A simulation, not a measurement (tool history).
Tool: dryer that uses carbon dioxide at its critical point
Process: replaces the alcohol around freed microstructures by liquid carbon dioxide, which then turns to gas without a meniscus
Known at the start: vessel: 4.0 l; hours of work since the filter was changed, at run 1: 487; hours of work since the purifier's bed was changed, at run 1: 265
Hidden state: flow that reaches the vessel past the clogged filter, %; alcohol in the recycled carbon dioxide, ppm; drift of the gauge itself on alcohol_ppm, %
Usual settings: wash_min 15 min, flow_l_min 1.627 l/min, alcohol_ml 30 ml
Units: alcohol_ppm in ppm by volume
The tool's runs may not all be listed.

run	hour	wash_min	flow_l_min	alcohol_ml	hours of work since the filter was changed	hours of work since the purifier's bed was changed	alcohol_ppm
1	0.0	15	1.627	30	487	265	161
2	18.5	15	1.627	30	499	278	174
3	44.2	15	1.627	30	517	296	178
4	64.0	15	1.627	20	531	309	142
5	87.8	15	1.627	20	548	326	159
6	99.2	15	1.627	69	556	334	318
# hour 103.0: inlet filter changed
7	118.2	15	1.627	69	11	346	211
8	129.9	15	1.627	69	19	354	201
9	148.8	15	1.627	69	32	368	217
10	164.4	15	1.627	69	43	378	212
11	181.0	15	1.627	25	54	390	154
12	198.6	15	1.627	25	66	402	158
13	216.2	15	1.627	25	79	414	160
14	230.9	15	1.627	25	89	425	156
15	256.5	15	1.627	25	107	442	166
16	277.3	10	1.627	30	121	457	408
17	302.6	15	2.650	30	139	474	133
18	325.4	19	1.627	30	155	490	154
19	338.4	15	1.627	30	164	499	207
20	353.3	24	1.627	30	174	510	154
21	363.9	22	1.627	30	181	517	154
22	383.8	22	1.627	30	195	531	165
23	401.8	15	1.270	30	208	543	322
24	427.0	24	1.627	79	225	561	172
25	451.9	22	2.330	48	242	578	154
26	464.8	11	1.950	22	251	587	252
27	480.3	21	1.200	34	262	598	230
28	499.2	21	1.200	34	275	611	247
29	510.9	19	1.680	30	283	619	189
30	523.6	10	1.360	108	292	628	2163
31	540.4	10	1.360	108	304	640	2181
32	552.0	10	1.360	108	312	648	2157
33	564.2	23	1.970	108	320	656	178
34	575.4	23	1.970	108	328	664	191
35	596.6	15	1.230	41	343	679	513
36	619.7	11	1.627	80	359	695	875
37	633.9	15	1.310	78	369	705	672
38	646.2	15	1.310	78	377	713	692
39	658.5	15	1.710	20	386	722	241
40	676.1	15	1.620	62	398	734	378
41	693.9	11	1.627	90	411	746	1008
42	710.0	23	1.627	30	422	758	214

Forecast run 43:
43	725.7	12	1.627	25	433	768	?

alcohol_ppm: 388 ppm by volume
Without the tool's hidden state the same run would have given alcohol_ppm 116 ppm by volume.

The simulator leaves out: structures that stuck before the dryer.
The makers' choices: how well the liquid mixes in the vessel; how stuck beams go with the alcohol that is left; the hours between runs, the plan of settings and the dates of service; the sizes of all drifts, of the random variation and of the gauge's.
